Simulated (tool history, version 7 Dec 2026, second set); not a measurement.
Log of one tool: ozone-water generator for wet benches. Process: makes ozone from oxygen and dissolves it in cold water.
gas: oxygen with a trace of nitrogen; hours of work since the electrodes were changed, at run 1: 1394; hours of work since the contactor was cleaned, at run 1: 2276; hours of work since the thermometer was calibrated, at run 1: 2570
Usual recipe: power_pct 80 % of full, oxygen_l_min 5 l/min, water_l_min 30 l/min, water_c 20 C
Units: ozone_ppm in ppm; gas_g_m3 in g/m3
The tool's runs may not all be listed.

| run | hour | power_pct | oxygen_l_min | water_l_min | water_c | hours of work since the electrodes were changed | hours of work since the contactor was cleaned | hours of work since the thermometer was calibrated | ozone_ppm | gas_g_m3 |
|---|---|---|---|---|---|---|---|---|---|---|
| 1 | 0 | 80 | 5 | 30 | 20 | 1394 | 2276 | 2570 | 11.5 | 187.7 |
| 2 | 27 | 80 | 5 | 30 | 20 | 1418 | 2300 | 2594 | 11.4 | 188.7 |
| 3 | 65.9 | 80 | 5 | 30 | 18 | 1452 | 2334 | 2629 | 11.6 | 187 |
| 4 | 99.1 | 80 | 5 | 30 | 18 | 1482 | 2364 | 2658 | 11.9 | 187.4 |
| 5 | 120 | 80 | 5 | 30 | 18 | 1500 | 2382 | 2676 | 11.6 | 188.6 |
| 6 | 160 | 80 | 5 | 30 | 16 | 1536 | 2418 | 2712 | 12.1 | 187.4 |
|  | 162.9 | water thermometer calibrated |
| 7 | 180.6 | 80 | 5 | 30 | 20 | 1553 | 2436 | 16 | 11.5 | 188 |
| 8 | 220.9 | 80 | 5 | 30 | 20 | 1589 | 2471 | 51 | 11.4 | 187.3 |
| 9 | 262.8 | 80 | 5 | 30 | 20 | 1626 | 2509 | 89 | 11.4 | 186.6 |
| 10 | 293.9 | 80 | 5 | 30 | 20 | 1654 | 2536 | 116 | 11.3 | 189.3 |

Run 11 is up next; what results do you expect?
| 11 | 333.1 | 80 | 5 | 30 | 20 | 1689 | 2571 | 151 | ? | ? |

ozone_ppm: 11.7 ppm
gas_g_m3: 186.4 g/m3
If the tool had no hidden condition, the same run with the same run-to-run variation would have returned ozone_ppm 12.2 ppm, gas_g_m3 188.4 g/m3.
